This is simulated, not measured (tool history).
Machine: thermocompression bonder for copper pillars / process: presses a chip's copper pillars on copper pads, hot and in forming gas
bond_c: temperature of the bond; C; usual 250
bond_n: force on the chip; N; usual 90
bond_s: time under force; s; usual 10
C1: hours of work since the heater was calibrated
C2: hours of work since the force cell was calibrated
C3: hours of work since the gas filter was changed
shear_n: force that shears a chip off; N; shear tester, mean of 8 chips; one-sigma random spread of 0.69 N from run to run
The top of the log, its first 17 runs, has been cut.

{"run": 18, "hour": 282.8, "bond_c": 250, "bond_n": 90, "bond_s": 10, "C1": 1100, "C2": 538, "C3": 41, "shear_n": 40.2}
{"run": 19, "hour": 303.8, "bond_c": 250, "bond_n": 90, "bond_s": 10, "C1": 1110, "C2": 547, "C3": 51, "shear_n": 41.1}
{"run": 20, "hour": 320.1, "bond_c": 250, "bond_n": 90, "bond_s": 10, "C1": 1117, "C2": 554, "C3": 58, "shear_n": 40.8}
{"run": 21, "hour": 333.4, "bond_c": 248, "bond_n": 90, "bond_s": 27, "C1": 1123, "C2": 560, "C3": 64, "shear_n": 56.8}
{"run": 22, "hour": 346.5, "bond_c": 250, "bond_n": 69, "bond_s": 10, "C1": 1128, "C2": 566, "C3": 70, "shear_n": 34.1}
{"run": 23, "hour": 366.6, "bond_c": 250, "bond_n": 69, "bond_s": 20, "C1": 1137, "C2": 575, "C3": 78, "shear_n": 45}
{"run": 24, "hour": 380.9, "bond_c": 250, "bond_n": 69, "bond_s": 20, "C1": 1144, "C2": 581, "C3": 85, "shear_n": 45.2}
{"run": 25, "hour": 396.9, "bond_c": 260, "bond_n": 101, "bond_s": 21, "C1": 1151, "C2": 588, "C3": 92, "shear_n": 64.5}
{"run": 26, "hour": 409.0, "bond_c": 242, "bond_n": 123, "bond_s": 14, "C1": 1156, "C2": 594, "C3": 97, "shear_n": 46.9}
{"hour": 412.4, "done": "force cell calibrated"}
{"run": 27, "hour": 428.5, "bond_c": 250, "bond_n": 90, "bond_s": 5, "C1": 1164, "C2": 7, "C3": 105, "shear_n": 27.9}
{"hour": 430.7, "done": "forming gas filter changed"}
{"run": 28, "hour": 446.2, "bond_c": 250, "bond_n": 90, "bond_s": 5, "C1": 1172, "C2": 15, "C3": 7, "shear_n": 29.8}
{"run": 29, "hour": 469.3, "bond_c": 245, "bond_n": 72, "bond_s": 10, "C1": 1182, "C2": 25, "C3": 17, "shear_n": 31.8}
{"run": 30, "hour": 488.0, "bond_c": 244, "bond_n": 118, "bond_s": 10, "C1": 1190, "C2": 33, "C3": 25, "shear_n": 43.1}
{"run": 31, "hour": 511.7, "bond_c": 262, "bond_n": 62, "bond_s": 13, "C1": 1201, "C2": 44, "C3": 36, "shear_n": 44.4}

What will run 32 give?
{"run": 32, "hour": 521.6, "bond_c": 250, "bond_n": 62, "bond_s": 15, "C1": 1205, "C2": 48, "C3": 40, "shear_n": "?"}

Logged for run 32: shear_n 38.7 N.
Minus the tool's unlogged condition, the same run would have read shear_n 48.2 N.
